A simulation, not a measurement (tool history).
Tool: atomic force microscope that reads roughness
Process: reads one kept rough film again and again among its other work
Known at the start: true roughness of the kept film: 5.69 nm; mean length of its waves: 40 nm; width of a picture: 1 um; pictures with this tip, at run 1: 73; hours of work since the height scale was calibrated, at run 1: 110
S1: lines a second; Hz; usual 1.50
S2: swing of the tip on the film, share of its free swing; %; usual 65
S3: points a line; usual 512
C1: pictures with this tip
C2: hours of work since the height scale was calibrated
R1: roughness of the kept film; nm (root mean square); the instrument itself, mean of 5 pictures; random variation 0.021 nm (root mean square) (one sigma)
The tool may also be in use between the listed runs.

run,day,S1,S2,S3,C1,C2,R1
1,0.000,1.50,65,512,73,110,4.513
2,0.783,1.50,65,320,106,121,4.251
3,1.683,1.50,65,512,143,134,4.047
4,2.692,0.60,65,512,185,148,3.997
5,3.696,0.60,65,512,227,162,3.807
# day 4.062: new tip fitted
6,4.438,0.60,65,512,15,172,4.970
7,5.142,0.60,65,512,45,182,4.728
8,5.958,0.60,65,512,79,194,4.538
9,6.962,0.60,65,512,121,208,4.301
10,7.721,1.50,65,512,152,219,4.100
11,8.458,1.50,65,512,183,229,3.955
12,9.258,1.50,58,512,217,241,3.852
# day 9.779: new tip fitted
13,9.996,1.73,58,512,9,251,4.930
14,10.575,1.50,65,905,33,259,4.720
# day 10.708: height scale calibrated on a step standard
15,11.258,1.50,65,905,60,8,4.631
16,12.312,1.50,65,905,104,23,4.372
17,13.512,1.50,83,512,154,40,3.905
18,14.488,1.29,90,264,195,54,3.663
19,15.379,1.54,56,264,232,66,3.767
# day 15.538: height scale calibrated on a step standard, once more
# day 15.633: new tip fitted
20,16.021,3.49,78,867,16,7,4.435
21,16.892,3.23,66,802,52,19,4.515
22,17.538,0.65,89,407,79,28,4.430
23,18.458,0.80,73,404,118,41,4.281
24,19.012,1.19,65,402,141,49,4.188
25,19.583,1.19,65,402,165,57,4.059
26,20.275,0.61,79,402,194,67,3.938
27,21.292,1.50,61,512,236,81,3.781
# day 21.408: new tip fitted
28,22.425,1.50,61,512,43,97,4.702
29,22.992,1.50,61,512,66,105,4.602
30,23.625,1.99,65,512,93,114,4.350
31,24.375,1.99,65,512,124,125,4.215
32,25.429,1.99,63,797,168,140,4.049
33,26.183,1.99,63,797,200,151,3.897

5 ways to go on from here, each from the tool as it stands after run 33. What would each give?
# day 27.162: new tip fitted
A,27.408,1.99,75,266,11,168,?
# day 27.162: new tip fitted
B,27.408,1.99,56,935,11,168,?
# day 27.162: new tip fitted
C,27.408,0.71,60,356,11,168,?
# day 27.162: new tip fitted
D,27.408,0.59,85,512,11,168,?
# day 27.162: new tip fitted
E,27.408,1.19,65,315,11,168,?

run,R1
A,4.726
B,4.972
C,4.966
D,4.915
E,4.922
Without the tool's hidden state the same runs would have given:
run,R1
A,4.835
B,5.087
C,5.081
D,5.029
E,5.036
